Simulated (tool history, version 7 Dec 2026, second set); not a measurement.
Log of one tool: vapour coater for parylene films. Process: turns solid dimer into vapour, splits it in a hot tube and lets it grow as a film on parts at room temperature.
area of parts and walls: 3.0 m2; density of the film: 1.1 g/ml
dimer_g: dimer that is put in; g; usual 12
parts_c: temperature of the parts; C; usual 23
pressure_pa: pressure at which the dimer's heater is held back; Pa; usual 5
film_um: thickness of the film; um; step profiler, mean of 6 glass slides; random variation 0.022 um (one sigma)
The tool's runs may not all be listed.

run   hour  dimer_g  parts_c  pressure_pa  film_um
  1      0       12       23            5      1.7
  2   10.1       12       23            5     1.69
  3   31.2       12       23            5     1.66
  4   50.9       12       23            5     1.65
      56.5  -- trap's valve overhauled
  5   65.4       12       17            5     1.91
  6   82.8       12       17            5     1.86
  7   96.5       12       17            5     1.87
       113  -- trap's valve overhauled, once more
  8  121.4       14       23            5     2.16
  9  142.1       19       17            5     3.43
 10  161.3       15       17         3.95     2.78
 11  180.4       15       18         2.08     3.04

4 ways to go on from here, each from the tool as it stands after run 11. What would each give?
  A  201.4       12       23         4.38        ?
  B  201.4       12       35         4.99        ?
  C  201.4       10       23         2.76        ?
  D  201.4        5       30         2.08        ?

run  film_um
  A     1.87
  B     1.36
  C      1.7
  D     0.75
Without the tool's hidden state the same runs would have given:
run  film_um
  A      1.9
  B     1.39
  C     1.73
  D     0.76
